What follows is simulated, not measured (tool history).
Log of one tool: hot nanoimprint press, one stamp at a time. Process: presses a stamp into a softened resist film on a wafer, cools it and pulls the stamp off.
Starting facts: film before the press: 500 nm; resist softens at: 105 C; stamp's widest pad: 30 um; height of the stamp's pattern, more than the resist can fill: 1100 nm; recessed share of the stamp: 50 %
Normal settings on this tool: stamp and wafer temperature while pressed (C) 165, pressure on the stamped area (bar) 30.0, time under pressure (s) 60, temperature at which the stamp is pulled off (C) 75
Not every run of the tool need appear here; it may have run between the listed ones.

| run | hour | stamp and wafer temperature while pressed (C) | pressure on the stamped area (bar) | time under pressure (s) | temperature at which the stamp is pulled off (C) | resist left under the stamp's widest pad (angstrom) | greatest force while the stamp is pulled off (N) |
|---|---|---|---|---|---|---|---|
| 1 | 0.0 | 165 | 30.0 | 60 | 75 | 1877 | 197 |
| 2 | 6.2 | 165 | 30.0 | 60 | 75 | 1874 | 194 |
| 3 | 12.4 | 165 | 30.0 | 60 | 75 | 1872 | 198 |
| 4 | 17.3 | 165 | 30.0 | 60 | 75 | 1858 | 195 |
| 5 | 26.7 | 165 | 30.0 | 60 | 75 | 1867 | 202 |
| 6 | 33.4 | 165 | 26.8 | 60 | 75 | 1956 | 201 |
| 7 | 43.3 | 165 | 26.8 | 60 | 75 | 1954 | 193 |
| 8 | 48.9 | 165 | 26.8 | 60 | 75 | 1956 | 201 |
| 9 | 58.1 | 165 | 26.6 | 60 | 75 | 1967 | 198 |
|  | 73.8 | stamp cleaned and given a new release coat |
| 10 | 73.8 | 165 | 26.6 | 60 | 75 | 1957 | 197 |
| 11 | 81.4 | 163 | 26.6 | 51 | 75 | 2287 | 189 |
| 12 | 86.4 | 163 | 26.8 | 51 | 68 | 2256 | 234 |
| 13 | 92.6 | 163 | 26.8 | 51 | 68 | 2279 | 233 |
| 14 | 100.1 | 175 | 26.8 | 36 | 73 | 1591 | 211 |
| 15 | 110.3 | 159 | 29.7 | 33 | 67 | 2956 | 234 |
| 16 | 119.0 | 159 | 29.7 | 33 | 67 | 2969 | 234 |
| 17 | 126.5 | 156 | 30.0 | 93 | 75 | 2345 | 194 |
| 18 | 133.4 | 170 | 28.2 | 53 | 75 | 1614 | 196 |

Predict each of these 5 candidate next runs independently; none follows another, all start after run 18:
| A | 143.4 | 169 | 28.2 | 69 | 75 | ? | ? |
| B | 143.4 | 172 | 34.0 | 53 | 63 | ? | ? |
| C | 143.4 | 157 | 28.2 | 53 | 75 | ? | ? |
| D | 143.4 | 167 | 30.0 | 60 | 75 | ? | ? |
| E | 143.4 | 170 | 28.2 | 82 | 75 | ? | ? |

| run | resist left under the stamp's widest pad (angstrom) | greatest force while the stamp is pulled off (N) |
|---|---|---|
| A | 1491 | 190 |
| B | 1334 | 256 |
| C | 2803 | 197 |
| D | 1683 | 193 |
| E | 1326 | 195 |
The same runs, with their run-to-run variation unchanged, on a tool lacking any hidden condition would have given:
| run | resist left under the stamp's widest pad (angstrom) | greatest force while the stamp is pulled off (N) |
|---|---|---|
| A | 1513 | 189 |
| B | 1354 | 255 |
| C | 2846 | 196 |
| D | 1708 | 192 |
| E | 1346 | 194 |
